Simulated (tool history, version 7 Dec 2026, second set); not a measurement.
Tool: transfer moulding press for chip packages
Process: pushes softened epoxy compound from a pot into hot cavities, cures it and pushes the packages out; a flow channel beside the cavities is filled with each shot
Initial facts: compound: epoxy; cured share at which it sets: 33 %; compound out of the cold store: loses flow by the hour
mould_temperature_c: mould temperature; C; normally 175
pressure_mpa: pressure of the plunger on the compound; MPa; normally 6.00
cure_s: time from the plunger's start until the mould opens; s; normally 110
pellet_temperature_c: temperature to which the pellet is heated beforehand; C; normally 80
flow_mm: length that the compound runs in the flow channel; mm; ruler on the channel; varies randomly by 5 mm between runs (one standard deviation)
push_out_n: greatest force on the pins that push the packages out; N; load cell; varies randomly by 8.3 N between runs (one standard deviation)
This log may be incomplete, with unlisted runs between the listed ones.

run     day  mould_temperature_c  pressure_mpa  cure_s  pellet_temperature_c  incoming compound's hours out of the cold store  flow_mm  push_out_n
  1   0.000                  175          6.00     110                    80                                             21.5      868         374
  2   1.121                  175          6.00     110                    80                                             17.6      877         425
  3   1.679                  175          4.81     110                    80                                             30.5      762         453
  4   2.362                  175          5.58     110                    80                                             24.2      818         477
      3.462  -- cavities cleaned with cleaning compound and waxed
  5   3.662                  175          5.58     110                    80                                             19.4      831         533
  6   4.908                  175          6.00     110                    80                                             24.9      834         562
      5.421  -- plunger's sealing rings changed
  7   6.229                  175          6.00     110                    80                                             25.3      896         549
      7.238  -- cavities cleaned with cleaning compound and waxed
  8   7.496                  175          6.00     110                    80                                             24.8      895         373
  9   8.225                  175          6.00     110                    80                                             47.1      835         382
 10   9.150                  175          6.00     110                    80                                             29.7      869         431
      9.854  -- cavities cleaned with cleaning compound and waxed, once more
 11  10.329                  175          6.00     110                    80                                             15.6      917         394
 12  11.146                  175          6.29     110                    80                                             28.0      896         435
 13  12.225                  175          6.29     110                    80                                             41.1      853         471
 14  12.979                  175          6.00     110                    88                                             22.5      893         474
     13.492  -- cavities cleaned with cleaning compound and waxed
 15  13.596                  175          6.67     110                    80                                             40.8      885         364
 16  14.404                  182          6.92     129                    87                                             39.1      869         315
 17  15.388                  183          5.81     117                    75                                             27.8      812         354
 18  15.917                  183          5.81     117                    75                                             28.2      811         355
     16.425  -- mould's thermocouples calibrated
 19  16.512                  176          4.61     137                    85                                             18.5      776         383
     17.246  -- cavities cleaned with cleaning compound and waxed
 20  17.571                  176          4.61     137                    85                                             40.3      723         302
 21  18.575                  175          6.54     127                    80                                             37.3      870         381
 22  19.475                  175          4.57     148                    87                                             33.1      734         359
 23  20.679                  175          6.43     148                    89                                             22.1      902         390
     20.892  -- cavities cleaned with cleaning compound and waxed
 24  21.254                  175          5.93     117                    78                                             40.0      808         350
 25  22.046                  181          6.92     117                    78                                             17.7      910         328
 26  22.658                  181          6.92     117                    78                                             29.4      874         350
     22.858  -- plunger's sealing rings changed
 27  23.362                  181          5.72     119                    78                                             32.6      826         367
 28  24.279                  168          5.33     116                    73                                             16.0      898         814
     24.592  -- cavities cleaned with cleaning compound and waxed
 29  25.492                  172          4.56     110                    90                                             42.2      757         497

Alternative continuations, all from the tool just after run 29; predict every row:
  A  26.054                  170          4.56     110                    70                                             46.8        ?           ?
  B  26.054                  172          4.56     110                    85                                             44.0        ?           ?
  C  26.054                  170          6.00     110                    80                                             24.3        ?           ?

run  flow_mm  push_out_n
  A      755         596
  B      746         517
  C      910         636
What these runs would have given with no unlogged condition in the tool:
run  flow_mm  push_out_n
  A      768         502
  B      758         435
  C      925         536
